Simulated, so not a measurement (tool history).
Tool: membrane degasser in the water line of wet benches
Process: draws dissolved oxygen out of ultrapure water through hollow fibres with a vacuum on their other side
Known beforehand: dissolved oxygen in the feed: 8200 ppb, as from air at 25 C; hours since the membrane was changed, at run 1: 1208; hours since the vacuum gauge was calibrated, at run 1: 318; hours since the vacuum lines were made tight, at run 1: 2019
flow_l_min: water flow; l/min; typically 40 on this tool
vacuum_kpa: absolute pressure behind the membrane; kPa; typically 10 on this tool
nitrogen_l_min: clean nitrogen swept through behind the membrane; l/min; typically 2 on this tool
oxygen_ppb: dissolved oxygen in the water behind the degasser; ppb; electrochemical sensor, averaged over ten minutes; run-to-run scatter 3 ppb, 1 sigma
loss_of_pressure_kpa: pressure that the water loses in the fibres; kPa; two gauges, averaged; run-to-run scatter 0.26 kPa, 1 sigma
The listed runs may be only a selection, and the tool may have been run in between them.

run,hour,flow_l_min,vacuum_kpa,nitrogen_l_min,hours since the membrane was changed,hours since the vacuum gauge was calibrated,hours since the vacuum lines were made tight,oxygen_ppb,loss_of_pressure_kpa
1,0,40,10,2,1208,318,2019,290.5,68.78
2,97,40,10,2.15,1305,415,2116,279.6,69.05
3,148,40,10,2.15,1356,466,2167,278.8,69.31
4,201.6,40,10,2,1410,520,2221,293.7,68.71
5,268.3,40,10,2,1477,586,2287,299.8,69.29
6,349.8,40,10,2,1558,668,2369,296.5,68.85
7,431.7,40,10,2,1640,750,2451,300.6,68.42
8,530.7,40,10,2,1739,849,2550,301.2,69.62
9,632.2,40,10,2,1841,950,2651,300,69.7
10,684.5,40,10,2,1893,1002,2704,300.6,69.24
11,745,40,10,2,1953,1063,2764,298.4,69.74
12,800.7,40,10,2,2009,1119,2820,301.2,69.27
13,858.3,33,10,2,2067,1176,2878,249.3,57.06
14,903.3,40,10,3.46,2112,1221,2923,184.2,69.52
15,988.8,40,10,3.46,2197,1307,3008,182,69.18
16,1048.6,40,10,3.46,2257,1367,3068,183.5,69.56
17,1097.2,40,12.9,1.46,2306,1415,3116,541.1,69.5
18,1145.8,40,19.5,1.46,2354,1464,3165,865.6,69.71
19,1246.4,40,19.5,1.46,2455,1564,3266,861.5,69.85
20,1343.9,54,8.3,1.01,2552,1662,3363,505.2,93.84
21,1394.3,54,8.3,1.01,2603,1712,3414,500.2,94.45
22,1492.6,47,22.2,1.37,2701,1811,3512,1185.9,83.13
23,1575.9,57,10.7,1.37,2784,1894,3595,614.3,99.95
24,1642.1,40,10,4.31,2850,1960,3661,151.9,70.18
25,1723.2,31,10,1.84,2931,2041,3742,254.4,54.39
26,1809.1,44,10,1.84,3017,2127,3828,348.6,77.7
27,1874.7,64,11.4,0.95,3083,2193,3894,915.9,112.27
28,1929.9,40,11.1,5.95,3138,2248,3949,129,70.92
29,1973.1,40,11.1,5.95,3181,2291,3992,129.8,70.4
30,2059.2,40,11.1,5.95,3268,2377,4078,130.3,70.35
31,2127.8,40,11.1,5.95,3336,2446,4147,130.3,70.22

Difference, measured minus no-hidden-state, one row per run. Run-to-run variation is common to both terms; the gauge's own scatter need not be:
Hidden state at play: membrane still open, %; true pressure behind the membrane over the reading, kPa; air that leaks in behind the membrane, l/min; drift of the gauge itself on oxygen_ppb, %; drift of the gauge itself on loss_of_pressure_kpa, %.
run,loss_of_pressure_kpa
1,+0.02
2,+0.1
3,+0.14
4,+0.18
5,+0.23
6,+0.3
7,+0.37
8,+0.46
9,+0.54
10,+0.58
11,+0.63
12,+0.68
13,+0.59
14,+0.76
15,+0.83
16,+0.88
17,+0.92
18,+0.96
19,+1.04
20,+1.51
21,+1.57
22,+1.48
23,+1.87
24,+1.37
25,+1.11
26,+1.66
27,+2.5
28,+1.62
29,+1.64
30,+1.71
31,+1.77
oxygen_ppb: at most 0.4 ppb away from the measurement, every run.
